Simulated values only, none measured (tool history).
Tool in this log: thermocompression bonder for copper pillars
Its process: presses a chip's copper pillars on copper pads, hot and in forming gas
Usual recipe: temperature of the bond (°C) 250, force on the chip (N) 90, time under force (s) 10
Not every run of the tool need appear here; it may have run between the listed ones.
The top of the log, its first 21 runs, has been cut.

| run | hour | temperature of the bond (°C) | force on the chip (N) | time under force (s) | force that shears a chip off (N) |
|---|---|---|---|---|---|
| 22 | 801.4 | 266 | 90 | 12 | 77.4 |
| 23 | 830.5 | 229 | 90 | 12 | 52.5 |
| 24 | 878.5 | 277 | 119 | 12 | 91.5 |
| 25 | 911.9 | 243 | 129 | 17 | 84.9 |
| 26 | 958 | 235 | 57 | 24 | 45 |
|  | 978.4 | forming gas filter changed |
| 27 | 988.2 | 267 | 58 | 15 | 61.3 |
| 28 | 1038 | 275 | 92 | 15 | 89.9 |
| 29 | 1085.2 | 275 | 92 | 15 | 89.6 |
| 30 | 1107.8 | 280 | 56 | 16 | 67.2 |
| 31 | 1136.1 | 250 | 90 | 10 | 66.4 |
| 32 | 1170.5 | 250 | 90 | 10 | 65.4 |

Alternative continuations, all from the tool just after run 32; predict every row:
| A | 1201.8 | 270 | 90 | 9 | ? |
| B | 1201.8 | 267 | 89 | 22 | ? |
| C | 1201.8 | 244 | 90 | 10 | ? |
| D | 1201.8 | 246 | 90 | 10 | ? |
| E | 1201.8 | 250 | 129 | 10 | ? |

| run | force that shears a chip off (N) |
|---|---|
| A | 75.8 |
| B | 87.6 |
| C | 62.9 |
| D | 63.6 |
| E | 82.8 |
Had the tool no hidden state, the same runs would have come out as:
| run | force that shears a chip off (N) |
|---|---|
| A | 71.6 |
| B | 85.2 |
| C | 57.6 |
| D | 58.4 |
| E | 79.4 |
